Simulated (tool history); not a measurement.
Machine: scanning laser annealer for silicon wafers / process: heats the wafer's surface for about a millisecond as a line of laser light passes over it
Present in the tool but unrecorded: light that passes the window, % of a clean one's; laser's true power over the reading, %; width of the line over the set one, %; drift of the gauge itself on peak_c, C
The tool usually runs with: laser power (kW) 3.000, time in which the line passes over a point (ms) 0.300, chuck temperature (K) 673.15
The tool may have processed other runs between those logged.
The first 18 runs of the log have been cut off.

run   hour  laser power (kW)  time in which the line passes over a point (ms)  chuck temperature (K)  hours of work since the window was cleaned  hours of work since the power meter was calibrated  hours of work since the optics were aligned  highest temperature of the surface (K)
 19  152.5             3.000                                            0.300                 701.15                                         229                                                 241                                         1085                                 1461.15
 20  157.7             3.000                                            0.300                 701.15                                         231                                                 243                                         1087                                 1455.15
 21  168.0             3.000                                            0.300                 673.15                                         235                                                 248                                         1091                                 1433.15
 22  178.2             3.015                                            0.323                 695.15                                         240                                                 252                                         1095                                 1481.15
 23  183.5             3.015                                            0.323                 695.15                                         242                                                 254                                         1097                                 1480.15
 24  194.3             3.015                                            0.323                 695.15                                         246                                                 259                                         1102                                 1483.15
 25  203.3             3.015                                            0.323                 695.15                                         250                                                 262                                         1106                                 1483.15
 26  208.7             2.832                                            0.311                 705.15                                         252                                                 265                                         1108                                 1430.15
 27  217.6             3.264                                            0.294                 694.15                                         256                                                 268                                         1112                                 1505.15
 28  224.3             2.866                                            0.233                 694.15                                         259                                                 271                                         1114                                 1338.15
 29  231.0             2.866                                            0.233                 694.15                                         261                                                 274                                         1117                                 1339.15
 30  241.1             2.756                                            0.241                 713.15                                         266                                                 278                                         1121                                 1345.15
 31  248.1             2.756                                            0.241                 713.15                                         268                                                 281                                         1124                                 1348.15
 32  258.1             2.756                                            0.241                 713.15                                         273                                                 285                                         1128                                 1348.15

Expected results for the next run?
 33  263.9             2.669                                            0.300                 673.15                                         275                                                 287                                         1131                                       ?

Run 33 produced highest temperature of the surface (K) 1352.15.
Without the tool's hidden state the same run would have given highest temperature of the surface (K) 1369.15.
